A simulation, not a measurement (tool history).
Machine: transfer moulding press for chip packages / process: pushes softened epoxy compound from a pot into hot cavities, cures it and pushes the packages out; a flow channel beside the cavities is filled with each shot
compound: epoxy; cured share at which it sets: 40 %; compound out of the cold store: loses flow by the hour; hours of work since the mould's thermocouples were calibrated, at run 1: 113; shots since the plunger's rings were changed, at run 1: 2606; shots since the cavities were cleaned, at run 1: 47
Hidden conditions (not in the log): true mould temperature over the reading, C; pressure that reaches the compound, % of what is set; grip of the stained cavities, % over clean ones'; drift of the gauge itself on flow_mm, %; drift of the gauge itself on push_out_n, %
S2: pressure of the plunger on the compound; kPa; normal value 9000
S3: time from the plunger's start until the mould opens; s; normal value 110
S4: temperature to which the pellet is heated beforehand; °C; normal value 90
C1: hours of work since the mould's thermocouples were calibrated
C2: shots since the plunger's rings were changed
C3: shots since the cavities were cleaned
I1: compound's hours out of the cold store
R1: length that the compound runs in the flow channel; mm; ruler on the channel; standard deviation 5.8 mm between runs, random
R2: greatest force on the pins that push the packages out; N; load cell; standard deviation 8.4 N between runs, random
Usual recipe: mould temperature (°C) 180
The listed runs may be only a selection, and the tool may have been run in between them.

Run 1, day 0: usual settings; C1 113; C2 2606; C3 47; I1 18.3. Result: R1 610 mm, R2 401 N.
Run 2, day 2.096: usual settings; C1 141; C2 3064; C3 505; I1 21.1. Result: R1 596 mm, R2 467 N.
At day 3.85: cavities cleaned with cleaning compound and waxed.
Run 3, day 4.646: usual settings; C1 174; C2 3607; C3 175; I1 25.9. Result: R1 586 mm, R2 611 N.
At day 7.875: cavities cleaned with cleaning compound and waxed.
Run 4, day 7.875: usual settings but mould temperature (°C) 183; C1 216; C2 4298; C3 0; I1 45.5. Result: R1 548 mm, R2 375 N.
Run 5, day 11.292: usual settings but mould temperature (°C) 183; C1 261; C2 5044; C3 746; I1 26.6. Result: R1 564 mm, R2 485 N.
At day 11.883: cavities cleaned with cleaning compound and waxed.
Run 6, day 14.379: usual settings but mould temperature (°C) 183; C1 301; C2 5704; C3 544; I1 30.5. Result: R1 553 mm, R2 487 N.
At day 15.9: cavities cleaned with cleaning compound and waxed.
Run 7, day 16.283: usual settings; C1 326; C2 6106; C3 84; I1 42.9. Result: R1 533 mm, R2 401 N.
At day 18.475: plunger's sealing rings changed.
Run 8, day 18.475: usual settings but S4 87 °C; C1 354; C2 0; C3 540; I1 19.5. Result: R1 620 mm, R2 488 N.
At day 20.246: cavities cleaned with cleaning compound and waxed.
Run 9, day 22.45: usual settings but S2 10180 kPa; C1 406; C2 854; C3 481; I1 45.5. Result: R1 599 mm, R2 463 N.
At day 24.388: cavities cleaned with cleaning compound and waxed.
Run 10, day 25.783: usual settings but S2 10180 kPa; C1 449; C2 1569; C3 305; I1 32.9. Result: R1 626 mm, R2 441 N.
At day 26.212: mould's thermocouples calibrated.
At day 26.483: cavities cleaned with cleaning compound and waxed, once more.
Run 11, day 28.55: usual settings but S2 10180 kPa; C1 30; C2 2141; C3 452; I1 41.5. Result: R1 598 mm, R2 489 N.
At day 30.533: cavities cleaned with cleaning compound and waxed.
Run 12, day 30.533: usual settings but S2 10180 kPa; C1 56; C2 2560; C3 0; I1 39.7. Result: R1 603 mm, R2 373 N.
Run 13, day 33.021: usual settings but mould temperature (°C) 175; C1 89; C2 3103; C3 543; I1 16.8. Result: R1 626 mm, R2 591 N.
At day 34.621: cavities cleaned with cleaning compound and waxed.
Run 14, day 36.717: usual settings but mould temperature (°C) 178, S3 112 s; C1 137; C2 3896; C3 458; I1 43.6. Result: R1 555 mm, R2 469 N.
At day 38.588: cavities cleaned with cleaning compound and waxed.
Run 15, day 39.575: usual settings but mould temperature (°C) 173, S2 9250 kPa, S3 93 s, S4 84 °C; C1 174; C2 4506; C3 215; I1 29.8. Result: R1 604 mm, R2 798 N.
Run 16, day 41.871: usual settings but mould temperature (°C) 173, S2 9250 kPa, S3 93 s, S4 84 °C; C1 205; C2 5007; C3 716; I1 27.4. Result: R1 612 mm, R2 902 N.
At day 42.892: cavities cleaned with cleaning compound and waxed.
Run 17, day 44.7: usual settings but mould temperature (°C) 185, S3 127 s, S4 85 °C; C1 241; C2 5611; C3 394; I1 22.9. Result: R1 571 mm, R2 447 N.
Run 18, day 46.333: usual settings but mould temperature (°C) 176, S2 7010 kPa, S3 99 s, S4 100 °C; C1 263; C2 5968; C3 751; I1 43.3. Result: R1 483 mm, R2 627 N.
At day 46.983: cavities cleaned with cleaning compound and waxed.
At day 49.15: plunger's sealing rings changed.
Run 19, day 49.658: usual settings but mould temperature (°C) 176, S2 7010 kPa, S3 99 s, S4 100 °C; C1 305; C2 111; C3 561; I1 8.8. Result: R1 586 mm, R2 655 N.
At day 51.233: cavities cleaned with cleaning compound and waxed.
Run 20, day 53.067: usual settings but mould temperature (°C) 176, S2 7010 kPa, S3 99 s, S4 100 °C; C1 349; C2 841; C3 400; I1 26.2. Result: R1 546 mm, R2 589 N.
At day 55.321: cavities cleaned with cleaning compound and waxed.
Run 21, day 57.112: usual settings but mould temperature (°C) 173, S2 7010 kPa, S3 98 s, S4 100 °C; C1 402; C2 1711; C3 391; I1 16.2. Result: R1 566 mm, R2 737 N.
At day 59.392: cavities cleaned with cleaning compound and waxed.
Run 22, day 59.662: usual settings but S2 8340 kPa, S3 137 s, S4 91 °C; C1 435; C2 2254; C3 59; I1 45.4. Result: R1 541 mm, R2 362 N.
At day 61.021: mould's thermocouples calibrated.
At day 63.475: cavities cleaned with cleaning compound and waxed.
Run 23, day 63.475: usual settings but mould temperature (°C) 183, S2 9970 kPa, S3 108 s, S4 86 °C; C1 32; C2 3054; C3 0; I1 12.7. Result: R1 641 mm, R2 366 N.
Run 24, day 65.596: usual settings but mould temperature (°C) 184, S2 7450 kPa, S3 138 s, S4 97 °C; C1 60; C2 3517; C3 463; I1 32.3. Result: R1 513 mm, R2 464 N.
At day 67.458: cavities cleaned with cleaning compound and waxed.
Run 25, day 69.067: usual settings but mould temperature (°C) 177, S2 7450 kPa, S3 101 s, S4 97 °C; C1 105; C2 4262; C3 352; I1 10.6. Result: R1 564 mm, R2 579 N.
Run 26, day 71.008: usual settings but mould temperature (°C) 177, S2 7450 kPa, S3 101 s, S4 97 °C; C1 131; C2 4685; C3 775; I1 10.6. Result: R1 574 mm, R2 646 N.

Subtracting, for every run, the result it would have given without the tool's unlogged condition from the measured result gives the following. The same run-to-run variation enters both numbers; the gauge's scatter may not:
run   R1    R2
  1  -22   +15
  2  -25  +106
  3  -30  +240
  4  -33    +4
  5  -40  +138
  6  -45  +120
  7  -47   +22
  8   -2  +113
  9   -9   +99
 10  -15   +74
 11  -17  +112
 12  -20    +6
 13  -25  +145
 14  -29  +103
 15  -36   +91
 16  -42  +227
 17  -44   +94
 18  -40  +165
 19   -4  +148
 20   -9  +100
 21  -16  +108
 22  -19   +24
 23  -27    +3
 24  -25  +105
 25  -33  +104
 26  -37  +174

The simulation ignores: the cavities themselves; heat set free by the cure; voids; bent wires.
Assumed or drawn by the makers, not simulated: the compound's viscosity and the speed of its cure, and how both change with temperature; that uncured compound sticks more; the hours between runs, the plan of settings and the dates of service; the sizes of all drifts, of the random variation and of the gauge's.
